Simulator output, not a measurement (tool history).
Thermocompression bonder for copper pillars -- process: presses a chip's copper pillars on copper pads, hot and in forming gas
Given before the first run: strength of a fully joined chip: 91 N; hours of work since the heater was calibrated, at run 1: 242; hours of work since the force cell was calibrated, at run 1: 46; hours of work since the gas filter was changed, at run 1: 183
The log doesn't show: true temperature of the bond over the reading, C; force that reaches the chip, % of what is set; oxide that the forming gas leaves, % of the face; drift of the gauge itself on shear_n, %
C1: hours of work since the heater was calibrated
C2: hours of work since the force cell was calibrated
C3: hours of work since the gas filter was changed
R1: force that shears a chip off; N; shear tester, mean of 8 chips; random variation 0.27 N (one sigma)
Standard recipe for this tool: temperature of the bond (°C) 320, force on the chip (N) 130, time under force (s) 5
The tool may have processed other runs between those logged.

{"run": 1, "hour": 0.0, "temperature of the bond (°C)": 320, "force on the chip (N)": 130, "time under force (s)": 5, "C1": 242, "C2": 46, "C3": 183, "R1": 51.6}
{"run": 2, "hour": 34.4, "temperature of the bond (°C)": 320, "force on the chip (N)": 130, "time under force (s)": 5, "C1": 263, "C2": 67, "C3": 205, "R1": 51.1}
{"run": 3, "hour": 83.5, "temperature of the bond (°C)": 320, "force on the chip (N)": 130, "time under force (s)": 5, "C1": 294, "C2": 98, "C3": 235, "R1": 51.3}
{"run": 4, "hour": 106.4, "temperature of the bond (°C)": 320, "force on the chip (N)": 130, "time under force (s)": 5, "C1": 308, "C2": 112, "C3": 249, "R1": 50.2}
{"hour": 115.6, "done": "forming gas filter changed"}
{"run": 5, "hour": 150.6, "temperature of the bond (°C)": 320, "force on the chip (N)": 130, "time under force (s)": 5, "C1": 335, "C2": 139, "C3": 22, "R1": 54.9}
{"run": 6, "hour": 176.9, "temperature of the bond (°C)": 320, "force on the chip (N)": 130, "time under force (s)": 5, "C1": 351, "C2": 156, "C3": 38, "R1": 54.6}
{"run": 7, "hour": 229.7, "temperature of the bond (°C)": 320, "force on the chip (N)": 130, "time under force (s)": 5, "C1": 384, "C2": 189, "C3": 71, "R1": 54.4}
{"run": 8, "hour": 254.0, "temperature of the bond (°C)": 320, "force on the chip (N)": 130, "time under force (s)": 5, "C1": 399, "C2": 204, "C3": 86, "R1": 54.0}
{"run": 9, "hour": 299.5, "temperature of the bond (°C)": 320, "force on the chip (N)": 130, "time under force (s)": 5, "C1": 428, "C2": 232, "C3": 114, "R1": 53.5}
{"run": 10, "hour": 330.7, "temperature of the bond (°C)": 320, "force on the chip (N)": 130, "time under force (s)": 14, "C1": 447, "C2": 251, "C3": 134, "R1": 69.5}
{"run": 11, "hour": 368.0, "temperature of the bond (°C)": 320, "force on the chip (N)": 127, "time under force (s)": 5, "C1": 470, "C2": 275, "C3": 157, "R1": 52.6}
{"run": 12, "hour": 413.0, "temperature of the bond (°C)": 320, "force on the chip (N)": 161, "time under force (s)": 5, "C1": 498, "C2": 303, "C3": 185, "R1": 59.1}
{"run": 13, "hour": 443.7, "temperature of the bond (°C)": 320, "force on the chip (N)": 161, "time under force (s)": 5, "C1": 517, "C2": 322, "C3": 204, "R1": 58.6}
{"run": 14, "hour": 477.3, "temperature of the bond (°C)": 320, "force on the chip (N)": 130, "time under force (s)": 5, "C1": 538, "C2": 343, "C3": 225, "R1": 52.3}
{"run": 15, "hour": 511.4, "temperature of the bond (°C)": 320, "force on the chip (N)": 130, "time under force (s)": 10, "C1": 559, "C2": 364, "C3": 246, "R1": 62.3}
{"hour": 528.4, "done": "forming gas filter changed"}
{"run": 16, "hour": 539.1, "temperature of the bond (°C)": 320, "force on the chip (N)": 130, "time under force (s)": 10, "C1": 576, "C2": 381, "C3": 7, "R1": 67.7}
{"run": 17, "hour": 568.1, "temperature of the bond (°C)": 320, "force on the chip (N)": 149, "time under force (s)": 10, "C1": 594, "C2": 399, "C3": 25, "R1": 71.0}
{"run": 18, "hour": 595.1, "temperature of the bond (°C)": 320, "force on the chip (N)": 149, "time under force (s)": 10, "C1": 611, "C2": 416, "C3": 41, "R1": 70.8}
{"hour": 601.1, "done": "force cell calibrated"}
{"run": 19, "hour": 645.5, "temperature of the bond (°C)": 320, "force on the chip (N)": 130, "time under force (s)": 5, "C1": 642, "C2": 28, "C3": 72, "R1": 54.7}
{"run": 20, "hour": 684.8, "temperature of the bond (°C)": 320, "force on the chip (N)": 94, "time under force (s)": 5, "C1": 666, "C2": 52, "C3": 96, "R1": 44.5}
{"run": 21, "hour": 720.4, "temperature of the bond (°C)": 320, "force on the chip (N)": 103, "time under force (s)": 5, "C1": 688, "C2": 74, "C3": 119, "R1": 47.6}
{"run": 22, "hour": 771.4, "temperature of the bond (°C)": 320, "force on the chip (N)": 103, "time under force (s)": 5, "C1": 720, "C2": 106, "C3": 150, "R1": 47.1}
{"hour": 788.1, "done": "force cell calibrated, once more"}
{"run": 23, "hour": 799.7, "temperature of the bond (°C)": 306, "force on the chip (N)": 92, "time under force (s)": 14, "C1": 737, "C2": 7, "C3": 167, "R1": 53.5}
{"run": 24, "hour": 843.4, "temperature of the bond (°C)": 306, "force on the chip (N)": 92, "time under force (s)": 14, "C1": 764, "C2": 34, "C3": 194, "R1": 53.5}
{"run": 25, "hour": 890.0, "temperature of the bond (°C)": 306, "force on the chip (N)": 92, "time under force (s)": 14, "C1": 793, "C2": 63, "C3": 223, "R1": 53.2}
{"run": 26, "hour": 939.9, "temperature of the bond (°C)": 299, "force on the chip (N)": 130, "time under force (s)": 5, "C1": 824, "C2": 94, "C3": 254, "R1": 43.3}
{"hour": 944.9, "done": "forming gas filter changed"}
{"run": 27, "hour": 976.7, "temperature of the bond (°C)": 317, "force on the chip (N)": 177, "time under force (s)": 4, "C1": 846, "C2": 117, "C3": 20, "R1": 61.4}
{"run": 28, "hour": 1002.3, "temperature of the bond (°C)": 317, "force on the chip (N)": 177, "time under force (s)": 4, "C1": 862, "C2": 133, "C3": 36, "R1": 61.6}
{"run": 29, "hour": 1032.9, "temperature of the bond (°C)": 317, "force on the chip (N)": 177, "time under force (s)": 4, "C1": 881, "C2": 152, "C3": 55, "R1": 61.1}
{"run": 30, "hour": 1054.7, "temperature of the bond (°C)": 322, "force on the chip (N)": 130, "time under force (s)": 3, "C1": 895, "C2": 166, "C3": 68, "R1": 49.2}
{"run": 31, "hour": 1095.9, "temperature of the bond (°C)": 322, "force on the chip (N)": 130, "time under force (s)": 3, "C1": 920, "C2": 191, "C3": 94, "R1": 49.0}
{"run": 32, "hour": 1137.6, "temperature of the bond (°C)": 320, "force on the chip (N)": 161, "time under force (s)": 9, "C1": 946, "C2": 217, "C3": 120, "R1": 70.8}
{"run": 33, "hour": 1176.3, "temperature of the bond (°C)": 347, "force on the chip (N)": 161, "time under force (s)": 9, "C1": 971, "C2": 241, "C3": 144, "R1": 78.5}
{"hour": 1219.9, "done": "heater calibrated with a thermocouple chip"}
{"run": 34, "hour": 1225.2, "temperature of the bond (°C)": 304, "force on the chip (N)": 134, "time under force (s)": 9, "C1": 3, "C2": 270, "C3": 173, "R1": 52.3}
{"run": 35, "hour": 1272.4, "temperature of the bond (°C)": 304, "force on the chip (N)": 134, "time under force (s)": 9, "C1": 33, "C2": 300, "C3": 202, "R1": 51.6}
{"run": 36, "hour": 1317.2, "temperature of the bond (°C)": 304, "force on the chip (N)": 89, "time under force (s)": 9, "C1": 61, "C2": 328, "C3": 230, "R1": 39.9}
{"hour": 1357.9, "done": "forming gas filter changed"}
{"run": 37, "hour": 1359.0, "temperature of the bond (°C)": 329, "force on the chip (N)": 170, "time under force (s)": 3, "C1": 86, "C2": 353, "C3": 1, "R1": 56.6}
{"run": 38, "hour": 1384.5, "temperature of the bond (°C)": 301, "force on the chip (N)": 160, "time under force (s)": 4, "C1": 102, "C2": 369, "C3": 16, "R1": 46.2}
{"run": 39, "hour": 1432.2, "temperature of the bond (°C)": 349, "force on the chip (N)": 93, "time under force (s)": 4, "C1": 132, "C2": 399, "C3": 46, "R1": 51.8}
{"run": 40, "hour": 1476.2, "temperature of the bond (°C)": 334, "force on the chip (N)": 90, "time under force (s)": 5, "C1": 159, "C2": 426, "C3": 74, "R1": 47.1}

Consider 3 possible next runs. They are alternatives, not a sequence: every one starts from the tool as it was left by run 40. What does each give?
{"run": "A", "hour": 1521.1, "temperature of the bond (°C)": 331, "force on the chip (N)": 90, "time under force (s)": 5, "C1": 187, "C2": 454, "C3": 102, "R1": "?"}
{"run": "B", "hour": 1521.1, "temperature of the bond (°C)": 339, "force on the chip (N)": 90, "time under force (s)": 3, "C1": 187, "C2": 454, "C3": 102, "R1": "?"}
{"run": "C", "hour": 1521.1, "temperature of the bond (°C)": 336, "force on the chip (N)": 122, "time under force (s)": 5, "C1": 187, "C2": 454, "C3": 102, "R1": "?"}

run=A R1=45.8
run=B R1=41.6
run=C R1=57.4
With the hidden condition removed and each run's random variation left untouched, the same runs would have given:
run=A R1=47.6
run=B R1=43.3
run=C R1=59.6
